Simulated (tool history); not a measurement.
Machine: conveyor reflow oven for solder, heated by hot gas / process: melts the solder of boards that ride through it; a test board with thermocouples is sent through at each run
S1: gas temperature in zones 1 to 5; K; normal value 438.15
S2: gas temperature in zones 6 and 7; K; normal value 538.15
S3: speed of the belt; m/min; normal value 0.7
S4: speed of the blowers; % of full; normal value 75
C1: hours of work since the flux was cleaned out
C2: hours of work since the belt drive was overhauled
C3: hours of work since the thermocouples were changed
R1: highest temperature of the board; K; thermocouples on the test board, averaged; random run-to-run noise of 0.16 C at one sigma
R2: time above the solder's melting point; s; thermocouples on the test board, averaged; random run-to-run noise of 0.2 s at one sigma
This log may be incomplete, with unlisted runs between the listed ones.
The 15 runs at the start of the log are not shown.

{"run": 16, "hour": 542.6, "S1": 432.15, "S2": 538.15, "S3": 0.698, "S4": 75, "C1": 55, "C2": 877, "C3": 263, "R1": 515.85, "R2": 39.1}
{"run": 17, "hour": 570.1, "S1": 433.15, "S2": 528.15, "S3": 0.698, "S4": 75, "C1": 69, "C2": 890, "C3": 277, "R1": 507.45, "R2": 31.5}
{"run": 18, "hour": 594.8, "S1": 433.15, "S2": 528.15, "S3": 0.698, "S4": 75, "C1": 81, "C2": 902, "C3": 289, "R1": 507.35, "R2": 31.2}
{"run": 19, "hour": 635.2, "S1": 437.15, "S2": 545.15, "S3": 0.693, "S4": 70, "C1": 101, "C2": 922, "C3": 309, "R1": 520.55, "R2": 44.3}
{"run": 20, "hour": 681.6, "S1": 438.15, "S2": 538.15, "S3": 0.789, "S4": 53, "C1": 124, "C2": 945, "C3": 332, "R1": 500.75, "R2": 17.3}
{"run": 21, "hour": 705.5, "S1": 438.15, "S2": 536.15, "S3": 0.7, "S4": 77, "C1": 136, "C2": 957, "C3": 344, "R1": 515.35, "R2": 40.6}
{"run": 22, "hour": 742.0, "S1": 438.15, "S2": 536.15, "S3": 0.7, "S4": 77, "C1": 154, "C2": 975, "C3": 362, "R1": 514.85, "R2": 39.7}
{"run": 23, "hour": 765.5, "S1": 438.15, "S2": 536.15, "S3": 0.7, "S4": 77, "C1": 166, "C2": 987, "C3": 374, "R1": 514.65, "R2": 40.1}
{"run": 24, "hour": 803.2, "S1": 438.15, "S2": 549.15, "S3": 0.791, "S4": 77, "C1": 184, "C2": 1005, "C3": 392, "R1": 519.95, "R2": 38}
{"hour": 828.1, "done": "flux residue cleaned out of gas plates and filters"}
{"run": 25, "hour": 843.4, "S1": 438.15, "S2": 549.15, "S3": 0.791, "S4": 77, "C1": 8, "C2": 1023, "C3": 410, "R1": 522.45, "R2": 40.5}
{"run": 26, "hour": 867.2, "S1": 452.15, "S2": 544.15, "S3": 0.616, "S4": 50, "C1": 19, "C2": 1035, "C3": 422, "R1": 520.35, "R2": 54.6}
{"run": 27, "hour": 905.2, "S1": 435.15, "S2": 529.15, "S3": 0.806, "S4": 66, "C1": 38, "C2": 1053, "C3": 440, "R1": 500.95, "R2": 17.5}
{"run": 28, "hour": 941.9, "S1": 435.15, "S2": 529.15, "S3": 0.806, "S4": 73, "C1": 56, "C2": 1072, "C3": 459, "R1": 503.15, "R2": 21.7}
{"run": 29, "hour": 989.9, "S1": 439.15, "S2": 544.15, "S3": 0.7, "S4": 75, "C1": 80, "C2": 1095, "C3": 482, "R1": 522.45, "R2": 46.7}
{"run": 30, "hour": 1012.3, "S1": 439.15, "S2": 544.15, "S3": 0.7, "S4": 75, "C1": 91, "C2": 1106, "C3": 493, "R1": 522.25, "R2": 46.8}

Here are 5 independent what-if runs from the current tool condition. What would each one return?
{"run": "A", "hour": 1055.5, "S1": 438.15, "S2": 538.15, "S3": 0.7, "S4": 56, "C1": 113, "C2": 1128, "C3": 515, "R1": "?", "R2": "?"}
{"run": "B", "hour": 1055.5, "S1": 439.15, "S2": 544.15, "S3": 0.826, "S4": 74, "C1": 113, "C2": 1128, "C3": 515, "R1": "?", "R2": "?"}
{"run": "C", "hour": 1055.5, "S1": 441.15, "S2": 538.15, "S3": 0.59, "S4": 75, "C1": 113, "C2": 1128, "C3": 515, "R1": "?", "R2": "?"}
{"run": "D", "hour": 1055.5, "S1": 427.15, "S2": 536.15, "S3": 0.7, "S4": 70, "C1": 113, "C2": 1128, "C3": 515, "R1": "?", "R2": "?"}
{"run": "E", "hour": 1055.5, "S1": 439.15, "S2": 544.15, "S3": 0.7, "S4": 77, "C1": 113, "C2": 1128, "C3": 515, "R1": "?", "R2": "?"}

run=A R1=509.15 R2=32.1
run=B R1=514.35 R2=32.7
run=C R1=523.75 R2=58.8
run=D R1=511.05 R2=33.2
run=E R1=522.65 R2=47.3
The same runs, with their run-to-run variation unchanged, on a tool lacking any hidden condition would have given:
run=A R1=508.45 R2=30.6
run=B R1=514.15 R2=31.8
run=C R1=523.15 R2=57
run=D R1=510.65 R2=32.1
run=E R1=522.25 R2=46

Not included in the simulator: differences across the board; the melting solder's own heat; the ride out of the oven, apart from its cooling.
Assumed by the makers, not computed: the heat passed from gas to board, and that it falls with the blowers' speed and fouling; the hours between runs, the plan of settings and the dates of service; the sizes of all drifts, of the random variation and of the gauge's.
